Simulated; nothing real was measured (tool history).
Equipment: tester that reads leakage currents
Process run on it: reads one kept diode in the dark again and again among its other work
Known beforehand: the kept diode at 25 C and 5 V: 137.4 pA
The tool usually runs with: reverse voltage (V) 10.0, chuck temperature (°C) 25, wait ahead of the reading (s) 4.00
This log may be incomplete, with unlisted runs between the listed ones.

| run | hour | reverse voltage (V) | chuck temperature (°C) | wait ahead of the reading (s) | current that the tester gives (pA) |
|---|---|---|---|---|---|
| 1 | 0.0 | 10.0 | 25 | 4.00 | 193.03 |
| 2 | 245.3 | 10.0 | 25 | 4.00 | 193.34 |
| 3 | 471.1 | 10.0 | 25 | 4.00 | 192.13 |
| 4 | 760.0 | 10.0 | 25 | 4.00 | 191.81 |
| 5 | 910.4 | 10.0 | 25 | 4.00 | 191.82 |
| 6 | 1182.5 | 10.0 | 25 | 4.00 | 191.25 |
|  | 1249.3 | probe card cleaned and baked |
| 7 | 1302.6 | 10.0 | 25 | 4.00 | 174.95 |
| 8 | 1522.6 | 10.0 | 25 | 4.00 | 175.59 |
| 9 | 1760.6 | 10.0 | 25 | 4.00 | 174.87 |
|  | 1784.1 | chuck's temperature calibrated |
|  | 1867.9 | tester calibrated |
| 10 | 1884.4 | 10.0 | 25 | 4.00 | 189.42 |
| 11 | 2059.9 | 10.0 | 25 | 3.00 | 187.85 |

Run 12 comes next. What will it give?
| 12 | 2240.5 | 5.5 | 36 | 2.13 | ? |

{"run 12": {"current that the tester gives (pA)": 308.19}}
On a tool with no hidden condition, and with the same random variation, this run would have come out at current that the tester gives (pA) 319.32.

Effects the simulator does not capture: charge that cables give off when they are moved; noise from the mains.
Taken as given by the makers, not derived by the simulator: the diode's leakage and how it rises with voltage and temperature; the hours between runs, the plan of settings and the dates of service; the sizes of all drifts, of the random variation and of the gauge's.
